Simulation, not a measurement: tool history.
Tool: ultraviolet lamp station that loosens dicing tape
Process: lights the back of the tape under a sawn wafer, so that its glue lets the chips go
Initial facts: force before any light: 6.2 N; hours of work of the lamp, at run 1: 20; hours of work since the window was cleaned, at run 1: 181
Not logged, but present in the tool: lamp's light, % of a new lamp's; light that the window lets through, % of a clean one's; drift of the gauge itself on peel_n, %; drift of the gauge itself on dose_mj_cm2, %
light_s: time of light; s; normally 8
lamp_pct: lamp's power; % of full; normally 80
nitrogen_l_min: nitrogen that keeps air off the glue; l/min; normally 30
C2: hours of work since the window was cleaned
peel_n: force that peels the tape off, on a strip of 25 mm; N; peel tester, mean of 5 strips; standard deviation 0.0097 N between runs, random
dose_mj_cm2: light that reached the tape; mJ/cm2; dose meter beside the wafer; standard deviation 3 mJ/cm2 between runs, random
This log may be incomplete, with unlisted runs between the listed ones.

run 1 hour=0 | light_s=8 lamp_pct=80 nitrogen_l_min=30 | hours_of_work_of_the_lamp=20 C2=181 | peel_n=0.511 dose_mj_cm2=425
-- hour=51 window cleaned of glue's vapour
run 2 hour=87.5 | light_s=8 lamp_pct=80 nitrogen_l_min=45 | hours_of_work_of_the_lamp=82 C2=26 | peel_n=0.407 dose_mj_cm2=404
run 3 hour=188 | light_s=8 lamp_pct=80 nitrogen_l_min=45 | hours_of_work_of_the_lamp=155 C2=98 | peel_n=0.441 dose_mj_cm2=386
run 4 hour=235.6 | light_s=8 lamp_pct=80 nitrogen_l_min=45 | hours_of_work_of_the_lamp=189 C2=133 | peel_n=0.475 dose_mj_cm2=376
run 5 hour=309.8 | light_s=8 lamp_pct=80 nitrogen_l_min=45 | hours_of_work_of_the_lamp=242 C2=186 | peel_n=0.551 dose_mj_cm2=360
-- hour=352.3 window cleaned of glue's vapour
run 6 hour=398.1 | light_s=8 lamp_pct=80 nitrogen_l_min=45 | hours_of_work_of_the_lamp=305 C2=33 | peel_n=0.422 dose_mj_cm2=402
run 7 hour=457.7 | light_s=8 lamp_pct=80 nitrogen_l_min=30 | hours_of_work_of_the_lamp=348 C2=76 | peel_n=0.613 dose_mj_cm2=387
run 8 hour=544.7 | light_s=8 lamp_pct=80 nitrogen_l_min=30 | hours_of_work_of_the_lamp=410 C2=138 | peel_n=0.671 dose_mj_cm2=375
-- hour=575.6 window cleaned of glue's vapour, once more
run 9 hour=615.8 | light_s=8 lamp_pct=80 nitrogen_l_min=30 | hours_of_work_of_the_lamp=461 C2=29 | peel_n=0.661 dose_mj_cm2=381
run 10 hour=701.3 | light_s=8 lamp_pct=80 nitrogen_l_min=30 | hours_of_work_of_the_lamp=523 C2=90 | peel_n=0.703 dose_mj_cm2=365
run 11 hour=791.5 | light_s=8 lamp_pct=80 nitrogen_l_min=17 | hours_of_work_of_the_lamp=587 C2=155 | peel_n=1.171 dose_mj_cm2=346
-- hour=880.8 window cleaned of glue's vapour
run 12 hour=893.5 | light_s=10 lamp_pct=80 nitrogen_l_min=30 | hours_of_work_of_the_lamp=660 C2=9 | peel_n=0.454 dose_mj_cm2=447
run 13 hour=939.4 | light_s=10 lamp_pct=80 nitrogen_l_min=30 | hours_of_work_of_the_lamp=693 C2=42 | peel_n=0.485 dose_mj_cm2=442
run 14 hour=986.4 | light_s=4 lamp_pct=80 nitrogen_l_min=13 | hours_of_work_of_the_lamp=727 C2=76 | peel_n=2.996 dose_mj_cm2=170
run 15 hour=1079.9 | light_s=4 lamp_pct=80 nitrogen_l_min=13 | hours_of_work_of_the_lamp=794 C2=143 | peel_n=3.176 dose_mj_cm2=162
run 16 hour=1167.9 | light_s=5 lamp_pct=80 nitrogen_l_min=13 | hours_of_work_of_the_lamp=857 C2=206 | peel_n=2.755 dose_mj_cm2=190
-- hour=1185.1 window cleaned of glue's vapour
-- hour=1221.9 lamp changed
run 17 hour=1267.4 | light_s=5 lamp_pct=86 nitrogen_l_min=13 | hours_of_work_of_the_lamp=33 C2=58 | peel_n=1.78 dose_mj_cm2=292
run 18 hour=1324.6 | light_s=8 lamp_pct=63 nitrogen_l_min=10 | hours_of_work_of_the_lamp=74 C2=99 | peel_n=1.695 dose_mj_cm2=331
run 19 hour=1414 | light_s=8 lamp_pct=76 nitrogen_l_min=58 | hours_of_work_of_the_lamp=138 C2=164 | peel_n=0.361 dose_mj_cm2=381
-- hour=1488.1 window cleaned of glue's vapour
run 20 hour=1489.3 | light_s=8 lamp_pct=76 nitrogen_l_min=44 | hours_of_work_of_the_lamp=192 C2=1 | peel_n=0.405 dose_mj_cm2=403
run 21 hour=1569.2 | light_s=16 lamp_pct=90 nitrogen_l_min=30 | hours_of_work_of_the_lamp=249 C2=58 | peel_n=0.072 dose_mj_cm2=917
run 22 hour=1622.7 | light_s=10 lamp_pct=94 nitrogen_l_min=27 | hours_of_work_of_the_lamp=287 C2=97 | peel_n=0.243 dose_mj_cm2=582
run 23 hour=1691.1 | light_s=5 lamp_pct=69 nitrogen_l_min=32 | hours_of_work_of_the_lamp=337 C2=146 | peel_n=1.701 dose_mj_cm2=209
run 24 hour=1769.6 | light_s=5 lamp_pct=69 nitrogen_l_min=32 | hours_of_work_of_the_lamp=393 C2=202 | peel_n=1.775 dose_mj_cm2=199

Branching from run 24: 3 alternative next runs. What would each branch give?
-- hour=1792.6 window cleaned of glue's vapour
run A hour=1863 | light_s=11 lamp_pct=80 nitrogen_l_min=54 | hours_of_work_of_the_lamp=460 C2=51 | peel_n=? dose_mj_cm2=?
-- hour=1792.6 window cleaned of glue's vapour
run B hour=1863 | light_s=5 lamp_pct=69 nitrogen_l_min=16 | hours_of_work_of_the_lamp=460 C2=51 | peel_n=? dose_mj_cm2=?
-- hour=1792.6 window cleaned of glue's vapour
run C hour=1863 | light_s=5 lamp_pct=62 nitrogen_l_min=27 | hours_of_work_of_the_lamp=460 C2=51 | peel_n=? dose_mj_cm2=?

run=A peel_n=0.174 dose_mj_cm2=520
run=B peel_n=2.428 dose_mj_cm2=206
run=C peel_n=2.14 dose_mj_cm2=180
Had the tool no hidden state, the same runs would have come out as:
run=A peel_n=0.103 dose_mj_cm2=634
run=B peel_n=1.972 dose_mj_cm2=250
run=C peel_n=1.699 dose_mj_cm2=220

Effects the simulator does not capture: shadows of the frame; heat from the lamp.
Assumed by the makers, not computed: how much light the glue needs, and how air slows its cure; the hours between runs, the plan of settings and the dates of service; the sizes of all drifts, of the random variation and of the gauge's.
